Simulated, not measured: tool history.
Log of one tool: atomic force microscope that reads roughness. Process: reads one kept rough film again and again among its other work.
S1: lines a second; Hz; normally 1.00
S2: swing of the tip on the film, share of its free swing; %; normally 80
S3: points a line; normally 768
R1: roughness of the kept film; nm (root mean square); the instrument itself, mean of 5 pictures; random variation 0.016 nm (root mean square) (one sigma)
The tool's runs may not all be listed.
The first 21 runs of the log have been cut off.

run	hour	S1	S2	S3	R1
# hour 245.9: new tip fitted
22	248.0	3.00	80	515	3.297
23	258.2	3.00	80	515	3.300
24	271.4	1.00	59	838	4.146
25	280.0	1.32	70	1017	3.970
26	286.4	0.58	57	768	4.219
27	295.5	1.00	80	908	3.898
28	302.2	1.00	80	705	3.873
29	308.4	1.00	80	751	3.884
30	320.6	2.25	74	415	3.653
# hour 332.9: new tip fitted
31	335.3	1.00	80	342	3.906
32	342.7	1.00	80	342	3.900
33	356.6	1.85	80	1018	3.617
34	371.0	1.85	80	1018	3.612
35	384.8	1.85	80	1018	3.604
36	395.3	1.85	80	1018	3.606
37	408.1	1.85	80	1018	3.607
# hour 420.1: new tip fitted
38	420.2	0.96	83	675	3.859
39	431.3	0.96	83	675	3.842
40	440.3	1.91	84	353	3.425
41	449.6	1.91	84	353	3.427
42	462.5	0.71	60	353	4.172

Here are 5 independent what-if runs from the current tool condition. What would each one return?
A	474.6	0.71	59	353	?
B	474.6	1.14	86	288	?
C	474.6	1.00	81	293	?
D	474.6	1.00	69	768	?
E	474.6	0.96	60	656	?

run	R1
A	4.161
B	3.722
C	3.882
D	4.049
E	4.177
With the hidden condition removed and each run's random variation left untouched, the same runs would have given:
run	R1
A	4.166
B	3.727
C	3.887
D	4.054
E	4.182
